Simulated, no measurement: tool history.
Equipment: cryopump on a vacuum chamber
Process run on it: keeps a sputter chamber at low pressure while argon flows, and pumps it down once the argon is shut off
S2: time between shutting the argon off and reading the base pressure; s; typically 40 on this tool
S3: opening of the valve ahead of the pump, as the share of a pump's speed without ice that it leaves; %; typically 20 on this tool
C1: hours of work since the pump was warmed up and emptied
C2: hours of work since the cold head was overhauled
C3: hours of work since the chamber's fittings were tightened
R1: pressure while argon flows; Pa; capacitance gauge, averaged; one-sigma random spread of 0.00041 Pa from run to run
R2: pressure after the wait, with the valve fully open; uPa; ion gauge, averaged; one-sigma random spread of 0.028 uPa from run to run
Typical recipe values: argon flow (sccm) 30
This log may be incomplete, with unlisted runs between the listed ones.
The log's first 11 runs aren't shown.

Run 12, hour 517.9: usual settings but S2 103 s, S3 40 %; C1 372; C2 1528; C3 372. Result: R1 0.0853 Pa, R2 0.89 uPa.
Run 13, hour 581.1: usual settings but S2 103 s, S3 40 %; C1 405; C2 1561; C3 405. Result: R1 0.0852 Pa, R2 0.91 uPa.
Run 14, hour 637.9: usual settings but S2 103 s, S3 40 %; C1 435; C2 1591; C3 435. Result: R1 0.0854 Pa, R2 0.89 uPa.
Run 15, hour 694.8: usual settings but S2 103 s, S3 40 %; C1 465; C2 1621; C3 465. Result: R1 0.0858 Pa, R2 0.92 uPa.
Run 16, hour 739.6: usual settings but S3 57 %; C1 488; C2 1644; C3 488. Result: R1 0.0613 Pa, R2 1.71 uPa.
Run 17, hour 808.7: usual settings but argon flow (sccm) 35; C1 525; C2 1680; C3 525. Result: R1 0.1972 Pa, R2 1.63 uPa.
Run 18, hour 866.9: usual settings but argon flow (sccm) 20, S2 31 s, S3 16 %; C1 555; C2 1711; C3 555. Result: R1 0.1403 Pa, R2 2.16 uPa.
Run 19, hour 931.5: usual settings but argon flow (sccm) 12, S2 111 s, S3 31 %; C1 589; C2 1745; C3 589. Result: R1 0.0439 Pa, R2 0.89 uPa.
Run 20, hour 973.3: usual settings but S2 30 s; C1 611; C2 1767; C3 611. Result: R1 0.1694 Pa, R2 2.23 uPa.
Run 21, hour 1013.9: usual settings but S2 30 s, S3 32 %; C1 632; C2 1788; C3 632. Result: R1 0.106 Pa, R2 2.2 uPa.
Run 22, hour 1055.6: usual settings but argon flow (sccm) 21, S2 212 s; C1 654; C2 1810; C3 654. Result: R1 0.119 Pa, R2 0.8 uPa.
Run 23, hour 1109.7: usual settings but argon flow (sccm) 31, S2 66 s, S3 37 %; C1 682; C2 1838; C3 682. Result: R1 0.0967 Pa, R2 1.32 uPa.
Run 24, hour 1151.5: usual settings but argon flow (sccm) 31, S2 66 s, S3 37 %; C1 704; C2 1860; C3 704. Result: R1 0.0961 Pa, R2 1.36 uPa.
Run 25, hour 1185.2: usual settings but argon flow (sccm) 31, S2 66 s, S3 37 %; C1 722; C2 1878; C3 722. Result: R1 0.0969 Pa, R2 1.35 uPa.

What does the tool deliver on the next run?
Run 26, hour 1223.3: usual settings but argon flow (sccm) 41, S2 38 s, S3 23 %; C1 742; C2 1898; C3 742. Result: R1 ?, R2 ?.

{"run 26": {"R1": 0.2021, "R2": 1.93}}
Minus the tool's unlogged condition, the same run would have read R1 0.1963 Pa, R2 1.52 uPa.
